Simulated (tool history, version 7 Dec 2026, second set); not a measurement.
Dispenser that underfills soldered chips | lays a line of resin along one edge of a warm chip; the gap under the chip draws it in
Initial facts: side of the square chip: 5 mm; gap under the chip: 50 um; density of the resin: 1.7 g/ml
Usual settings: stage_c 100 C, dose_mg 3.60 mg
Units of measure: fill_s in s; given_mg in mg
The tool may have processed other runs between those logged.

run   hour  stage_c  dose_mg  fill_s  given_mg
  1    0.0      100     3.60    15.4     3.603
       2.6  -- new syringe of resin
      15.5  -- new syringe of resin
  2   17.5      100     3.60    10.6     3.588
      29.4  -- new syringe of resin
  3   34.8      100     3.60    11.5     3.558
      42.7  -- new syringe of resin
  4   43.5      100     3.60     9.7     3.562
      56.3  -- new syringe of resin
  5   60.5      100     3.60    11.6     3.534
      69.5  -- new syringe of resin
  6   72.4      100     3.60    10.5     3.525
      82.0  -- new syringe of resin
  7   88.4      100     3.60    12.6     3.503
      95.8  -- new syringe of resin
  8   99.6      100     3.60    10.6     3.493
     108.6  -- new syringe of resin
  9  114.8      113     3.60     7.3     3.460
     122.1  -- new syringe of resin
 10  125.5      113     3.60     6.8     3.456
     135.1  -- new syringe of resin
 11  140.1      113     3.60     7.1     3.430
     148.5  -- new syringe of resin
     157.9  -- dispensing valve cleaned and set on the balance
 12  158.4       86     3.60    24.4     3.603
     162.4  -- new syringe of resin
 13  171.2      100     3.60    13.8     3.575
     175.1  -- new syringe of resin
     188.3  -- new syringe of resin
 14  189.2      100     3.60     9.9     3.551
     201.4  -- new syringe of resin
 15  204.0      100     3.60    10.2     3.554
     214.3  -- new syringe of resin
 16  214.3      100     3.60     9.2     3.536
     227.8  -- new syringe of resin
 17  231.5      100     3.60    10.5     3.511
     240.7  -- new syringe of resin
 18  240.7      100     3.60     9.1     3.503
 19  250.3       90     3.17    20.7     3.073
     254.2  -- new syringe of resin
 20  263.0       90     3.17    19.6     3.069
     267.8  -- new syringe of resin
 21  275.4      111     4.60     8.2     4.413
     281.0  -- new syringe of resin
 22  289.1      111     4.60     8.5     4.395
     293.9  -- new syringe of resin
 23  299.5      110     3.84     7.3     3.650
     306.5  -- new syringe of resin
 24  313.2       99     4.40    11.9     4.176
     319.2  -- new syringe of resin
 25  326.7      106     3.44     9.8     3.245

Branching from run 25: 3 alternative next runs. What would each branch give?
     332.8  -- new syringe of resin
     333.8  -- dispensing valve cleaned and set on the balance
  A  335.7       89     3.44       ?         ?
     332.8  -- new syringe of resin
     333.8  -- dispensing valve cleaned and set on the balance
  B  335.7      100     3.71       ?         ?
     332.8  -- new syringe of resin
     333.8  -- dispensing valve cleaned and set on the balance
  C  335.7       93     4.17       ?         ?

run  fill_s  given_mg
  A    15.0     3.464
  B    10.1     3.712
  C    13.2     4.176
With the hidden condition removed and each run's random variation left untouched, the same runs would have given:
run  fill_s  given_mg
  A    14.5     3.457
  B     9.8     3.705
  C    12.7     4.168
